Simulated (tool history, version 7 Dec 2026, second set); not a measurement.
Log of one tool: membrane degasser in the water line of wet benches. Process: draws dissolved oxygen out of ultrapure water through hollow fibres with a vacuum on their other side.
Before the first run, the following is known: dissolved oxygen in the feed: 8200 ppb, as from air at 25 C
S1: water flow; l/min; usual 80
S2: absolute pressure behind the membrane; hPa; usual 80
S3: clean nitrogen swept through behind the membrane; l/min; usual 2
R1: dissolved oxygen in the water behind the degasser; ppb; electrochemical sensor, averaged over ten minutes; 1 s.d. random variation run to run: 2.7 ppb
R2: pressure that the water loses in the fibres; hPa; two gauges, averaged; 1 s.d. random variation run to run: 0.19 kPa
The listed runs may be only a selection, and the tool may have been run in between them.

| run | day | S1 | S2 | S3 | R1 | R2 |
|---|---|---|---|---|---|---|
| 1 | 0 | 80 | 80 | 2 | 393.1 | 389.8 |
| 2 | 6.896 | 80 | 80 | 2 | 390.5 | 388.8 |
| 3 | 13.704 | 80 | 80 | 4.61 | 207 | 389.3 |
| 4 | 16.842 | 80 | 80 | 4.61 | 203 | 390.2 |
| 5 | 20.971 | 80 | 80 | 4.61 | 204.4 | 391.9 |
| 6 | 28.175 | 69 | 80 | 2 | 347 | 333 |
| 7 | 32.062 | 69 | 80 | 2 | 348.7 | 336.4 |
| 8 | 37.638 | 80 | 80 | 2 | 390.2 | 391.5 |
| 9 | 43.542 | 80 | 80 | 2 | 393 | 393.5 |
| 10 | 49.579 | 80 | 80 | 2 | 389.1 | 391.1 |
| 11 | 54.858 | 80 | 80 | 1.28 | 534.2 | 393.2 |
| 12 | 61.029 | 80 | 80 | 2 | 387.4 | 393.2 |
| 13 | 65.558 | 80 | 80 | 2 | 388.7 | 396.6 |
| 14 | 68.85 | 80 | 80.7 | 2 | 392.9 | 390.6 |
| 15 | 75.525 | 80 | 80.7 | 2 | 396.2 | 393.7 |
| 16 | 80.158 | 80 | 80.7 | 2 | 397.9 | 395.4 |
| 17 | 84.092 | 80 | 80.7 | 2 | 396.3 | 394.5 |
| 18 | 88.162 | 77 | 112.5 | 2.26 | 553.6 | 379.1 |
| 19 | 91.162 | 77 | 112.5 | 2.26 | 554.4 | 377.6 |
| 20 | 97.146 | 86 | 80 | 1.19 | 601 | 422.5 |
|  | 99.438 | vacuum gauge calibrated |
| 21 | 102.571 | 86 | 80 | 1.19 | 586.9 | 426.6 |
| 22 | 105.646 | 48 | 167.7 | 5.18 | 289.3 | 234.9 |
| 23 | 112.338 | 48 | 167.7 | 5.18 | 295.6 | 234.6 |
| 24 | 117.854 | 48 | 167.7 | 5.18 | 298.3 | 235.5 |
| 25 | 122.417 | 80 | 80 | 3.03 | 287.5 | 393.4 |
| 26 | 126.054 | 80 | 122.1 | 2.29 | 631.3 | 400.7 |
| 27 | 129.979 | 74 | 178.4 | 1.08 | 1544.3 | 365.2 |
| 28 | 136.012 | 93 | 80 | 2.21 | 411.1 | 457.7 |
| 29 | 139.525 | 51 | 80 | 0.94 | 465.8 | 253.9 |
| 30 | 144.921 | 76 | 143.6 | 2 | 807.4 | 379.4 |
| 31 | 148.279 | 76 | 143.6 | 2 | 805.7 | 378.6 |
| 32 | 151.671 | 80 | 80 | 1.36 | 512.5 | 395.5 |

Difference, measured minus no-hidden-state, one row per run. Run-to-run variation is common to both terms; the gauge's own scatter need not be:
Hidden state present: membrane still open, %; true pressure behind the membrane over the reading, kPa; air that leaks in behind the membrane, l/min; drift of the gauge itself on oxygen_ppb, %; drift of the gauge itself on loss_of_pressure_kpa, %.
| run | R2 |
|---|---|
| 1 | +0.3 |
| 2 | +0.7 |
| 3 | +1 |
| 4 | +1.2 |
| 5 | +1.5 |
| 6 | +1.6 |
| 7 | +1.7 |
| 8 | +2.3 |
| 9 | +2.6 |
| 10 | +3 |
| 11 | +3.3 |
| 12 | +3.6 |
| 13 | +3.9 |
| 14 | +4 |
| 15 | +4.4 |
| 16 | +4.7 |
| 17 | +4.8 |
| 18 | +4.9 |
| 19 | +5 |
| 20 | +5.9 |
| 21 | +6.3 |
| 22 | +3.6 |
| 23 | +3.8 |
| 24 | +4 |
| 25 | +6.9 |
| 26 | +7.1 |
| 27 | +6.8 |
| 28 | +8.9 |
| 29 | +5 |
| 30 | +7.8 |
| 31 | +8 |
| 32 | +8.5 |
R1: differs from the measured result by no more than 0.6 ppb in any run.

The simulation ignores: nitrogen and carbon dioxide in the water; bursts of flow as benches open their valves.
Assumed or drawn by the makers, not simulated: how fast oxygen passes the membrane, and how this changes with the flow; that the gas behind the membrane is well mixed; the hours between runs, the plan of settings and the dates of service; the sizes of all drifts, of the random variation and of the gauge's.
